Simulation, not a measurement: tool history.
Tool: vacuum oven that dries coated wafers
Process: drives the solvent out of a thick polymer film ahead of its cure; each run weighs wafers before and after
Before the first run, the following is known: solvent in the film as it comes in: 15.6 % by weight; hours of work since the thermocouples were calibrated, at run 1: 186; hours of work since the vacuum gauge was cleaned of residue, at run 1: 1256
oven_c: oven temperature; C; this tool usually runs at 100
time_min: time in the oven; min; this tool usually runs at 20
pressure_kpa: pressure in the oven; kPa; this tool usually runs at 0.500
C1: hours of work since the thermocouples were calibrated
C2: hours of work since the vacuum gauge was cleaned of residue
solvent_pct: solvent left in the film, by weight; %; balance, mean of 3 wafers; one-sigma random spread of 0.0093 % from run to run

{"run": 1, "hour": 0.0, "oven_c": 100, "time_min": 20, "pressure_kpa": 0.5, "C1": 186, "C2": 1256, "solvent_pct": 2.02}
{"run": 2, "hour": 89.5, "oven_c": 100, "time_min": 20, "pressure_kpa": 0.5, "C1": 257, "C2": 1327, "solvent_pct": 2.034}
{"run": 3, "hour": 170.6, "oven_c": 100, "time_min": 20, "pressure_kpa": 0.5, "C1": 321, "C2": 1391, "solvent_pct": 2.025}
{"run": 4, "hour": 219.3, "oven_c": 100, "time_min": 20, "pressure_kpa": 0.5, "C1": 359, "C2": 1429, "solvent_pct": 2.027}
{"run": 5, "hour": 264.7, "oven_c": 104, "time_min": 20, "pressure_kpa": 0.5, "C1": 395, "C2": 1465, "solvent_pct": 1.281}
{"run": 6, "hour": 333.4, "oven_c": 104, "time_min": 20, "pressure_kpa": 0.5, "C1": 449, "C2": 1519, "solvent_pct": 1.295}
{"run": 7, "hour": 395.6, "oven_c": 104, "time_min": 20, "pressure_kpa": 0.5, "C1": 498, "C2": 1568, "solvent_pct": 1.304}
{"run": 8, "hour": 441.4, "oven_c": 100, "time_min": 20, "pressure_kpa": 1.466, "C1": 534, "C2": 1604, "solvent_pct": 2.478}
{"run": 9, "hour": 512.4, "oven_c": 111, "time_min": 20, "pressure_kpa": 0.5, "C1": 590, "C2": 1661, "solvent_pct": 0.594}
{"hour": 518.6, "done": "vacuum gauge cleaned of residue and calibrated"}
{"run": 10, "hour": 555.4, "oven_c": 111, "time_min": 12, "pressure_kpa": 0.5, "C1": 623, "C2": 29, "solvent_pct": 1.549}
{"run": 11, "hour": 594.8, "oven_c": 111, "time_min": 12, "pressure_kpa": 0.5, "C1": 654, "C2": 60, "solvent_pct": 1.545}
{"run": 12, "hour": 692.6, "oven_c": 100, "time_min": 20, "pressure_kpa": 0.5, "C1": 732, "C2": 137, "solvent_pct": 2.13}
{"run": 13, "hour": 790.5, "oven_c": 100, "time_min": 20, "pressure_kpa": 0.5, "C1": 809, "C2": 215, "solvent_pct": 2.128}
{"run": 14, "hour": 860.1, "oven_c": 100, "time_min": 20, "pressure_kpa": 0.5, "C1": 864, "C2": 270, "solvent_pct": 2.135}
{"run": 15, "hour": 902.8, "oven_c": 113, "time_min": 20, "pressure_kpa": 0.5, "C1": 897, "C2": 303, "solvent_pct": 0.584}
{"run": 16, "hour": 945.3, "oven_c": 86, "time_min": 13, "pressure_kpa": 0.383, "C1": 931, "C2": 337, "solvent_pct": 7.634}
{"run": 17, "hour": 996.3, "oven_c": 100, "time_min": 10, "pressure_kpa": 1.14, "C1": 971, "C2": 377, "solvent_pct": 5.054}
{"run": 18, "hour": 1051.5, "oven_c": 93, "time_min": 15, "pressure_kpa": 1.022, "C1": 1015, "C2": 421, "solvent_pct": 5.343}
{"hour": 1103.1, "done": "vacuum gauge cleaned of residue and calibrated, once more"}
{"run": 19, "hour": 1139.6, "oven_c": 102, "time_min": 34, "pressure_kpa": 0.5, "C1": 1083, "C2": 29, "solvent_pct": 0.437}
{"run": 20, "hour": 1200.1, "oven_c": 97, "time_min": 13, "pressure_kpa": 1.865, "C1": 1131, "C2": 77, "solvent_pct": 4.681}
{"run": 21, "hour": 1280.2, "oven_c": 100, "time_min": 17, "pressure_kpa": 1.056, "C1": 1194, "C2": 140, "solvent_pct": 2.454}
{"run": 22, "hour": 1342.8, "oven_c": 106, "time_min": 14, "pressure_kpa": 1.056, "C1": 1243, "C2": 189, "solvent_pct": 1.822}
{"run": 23, "hour": 1411.9, "oven_c": 101, "time_min": 20, "pressure_kpa": 0.5, "C1": 1298, "C2": 244, "solvent_pct": 1.47}
{"run": 24, "hour": 1493.2, "oven_c": 109, "time_min": 20, "pressure_kpa": 0.5, "C1": 1362, "C2": 308, "solvent_pct": 0.504}
{"run": 25, "hour": 1589.3, "oven_c": 99, "time_min": 20, "pressure_kpa": 0.339, "C1": 1438, "C2": 384, "solvent_pct": 1.778}
{"run": 26, "hour": 1638.6, "oven_c": 99, "time_min": 20, "pressure_kpa": 0.339, "C1": 1477, "C2": 423, "solvent_pct": 1.757}
{"run": 27, "hour": 1716.5, "oven_c": 99, "time_min": 16, "pressure_kpa": 1.472, "C1": 1538, "C2": 484, "solvent_pct": 3.06}
{"run": 28, "hour": 1781.9, "oven_c": 99, "time_min": 16, "pressure_kpa": 1.472, "C1": 1590, "C2": 536, "solvent_pct": 3.06}
{"hour": 1844.9, "done": "oven's thermocouples calibrated"}
{"run": 29, "hour": 1858.1, "oven_c": 102, "time_min": 22, "pressure_kpa": 0.43, "C1": 10, "C2": 594, "solvent_pct": 1.39}
{"run": 30, "hour": 1932.6, "oven_c": 102, "time_min": 22, "pressure_kpa": 0.43, "C1": 69, "C2": 653, "solvent_pct": 1.399}

Selected run-to-run steps in solvent_pct, each split into two signed amounts: the part the tool would show with no hidden state at all (from settings, incoming material and random variation), and the remainder, which goes to the hidden state together with any gauge scatter not common to the measured and the hidden-state-free results:
Hidden state at play: true wafer temperature over the reading, C; true pressure over the reading, kPa; drift of the gauge itself on solvent_pct, %.
Run 15 -> 16: oven_c 113 -> 86, time_min 20 -> 13, pressure_kpa 0.500 -> 0.383. solvent_pct +7.050 %: hidden state -0.148, all else +7.198.
Run 18 -> 19: oven_c 93 -> 102, time_min 15 -> 34, pressure_kpa 1.022 -> 0.500, vacuum gauge cleaned of residue and calibrated, once more. solvent_pct -4.906 %: hidden state -0.138, all else -4.768.
Run 19 -> 20: oven_c 102 -> 97, time_min 34 -> 13, pressure_kpa 0.500 -> 1.865. solvent_pct +4.244 %: hidden state -0.331, all else +4.575.
Run 24 -> 25: oven_c 109 -> 99, pressure_kpa 0.500 -> 0.339. solvent_pct +1.274 %: hidden state -0.224, all else +1.498.
Run 28 -> 29: oven_c 99 -> 102, time_min 16 -> 22, pressure_kpa 1.472 -> 0.430, oven's thermocouples calibrated. solvent_pct -1.670 %: hidden state +0.558, all else -2.228.

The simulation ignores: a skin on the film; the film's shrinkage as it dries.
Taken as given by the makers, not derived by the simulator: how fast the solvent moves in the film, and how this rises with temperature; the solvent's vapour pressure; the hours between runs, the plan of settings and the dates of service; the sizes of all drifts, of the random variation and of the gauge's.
